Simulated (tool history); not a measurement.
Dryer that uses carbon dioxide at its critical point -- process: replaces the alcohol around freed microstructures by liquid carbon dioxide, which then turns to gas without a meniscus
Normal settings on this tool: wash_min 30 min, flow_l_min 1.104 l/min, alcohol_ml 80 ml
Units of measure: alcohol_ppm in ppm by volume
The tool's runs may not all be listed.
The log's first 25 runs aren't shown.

| run | hour | wash_min | flow_l_min | alcohol_ml | hours of work since the filter was changed | hours of work since the purifier's bed was changed | alcohol_ppm |
|---|---|---|---|---|---|---|---|
| 26 | 493.6 | 18 | 1.430 | 67 | 177 | 377 | 339 |
| 27 | 515.1 | 18 | 1.430 | 67 | 184 | 384 | 341 |
| 28 | 533.4 | 18 | 1.280 | 67 | 190 | 389 | 494 |
| 29 | 550.6 | 18 | 1.280 | 67 | 195 | 395 | 493 |
| 30 | 565.8 | 30 | 0.920 | 80 | 200 | 400 | 383 |
| 31 | 579.9 | 20 | 1.060 | 80 | 204 | 404 | 765 |
| 32 | 599.5 | 20 | 1.060 | 80 | 211 | 410 | 754 |
| 33 | 620.2 | 30 | 1.104 | 47 | 217 | 417 | 243 |
| 34 | 639.8 | 30 | 1.104 | 75 | 223 | 423 | 272 |
| 35 | 650.9 | 30 | 1.104 | 75 | 227 | 426 | 283 |
| 36 | 670.4 | 30 | 1.104 | 75 | 233 | 433 | 279 |
| 37 | 686.2 | 19 | 1.104 | 69 | 238 | 437 | 753 |
| 38 | 705.4 | 19 | 1.104 | 69 | 244 | 444 | 751 |
| 39 | 725.2 | 19 | 0.920 | 21 | 250 | 450 | 532 |
| 40 | 750.2 | 30 | 0.790 | 80 | 258 | 458 | 694 |
|  | 753.0 | inlet filter changed |
| 41 | 777.7 | 34 | 1.104 | 24 | 8 | 466 | 211 |
| 42 | 793.3 | 26 | 0.970 | 63 | 13 | 471 | 342 |
| 43 | 809.8 | 31 | 0.920 | 39 | 18 | 476 | 275 |
| 44 | 826.1 | 31 | 0.920 | 39 | 23 | 481 | 272 |
| 45 | 843.6 | 25 | 0.730 | 80 | 28 | 487 | 892 |

4 ways to go on from here, each from the tool as it stands after run 45. What would each give?
| A | 868.3 | 21 | 1.480 | 77 | 36 | 494 | ? |
| B | 868.3 | 44 | 1.104 | 31 | 36 | 494 | ? |
| C | 868.3 | 30 | 1.150 | 80 | 36 | 494 | ? |
| D | 868.3 | 31 | 0.730 | 80 | 36 | 494 | ? |

| run | alcohol_ppm |
|---|---|
| A | 265 |
| B | 229 |
| C | 249 |
| D | 528 |
Without the tool's unlogged condition, the same runs would have read:
| run | alcohol_ppm |
|---|---|
| A | 38 |
| B | 5 |
| C | 21 |
| D | 275 |

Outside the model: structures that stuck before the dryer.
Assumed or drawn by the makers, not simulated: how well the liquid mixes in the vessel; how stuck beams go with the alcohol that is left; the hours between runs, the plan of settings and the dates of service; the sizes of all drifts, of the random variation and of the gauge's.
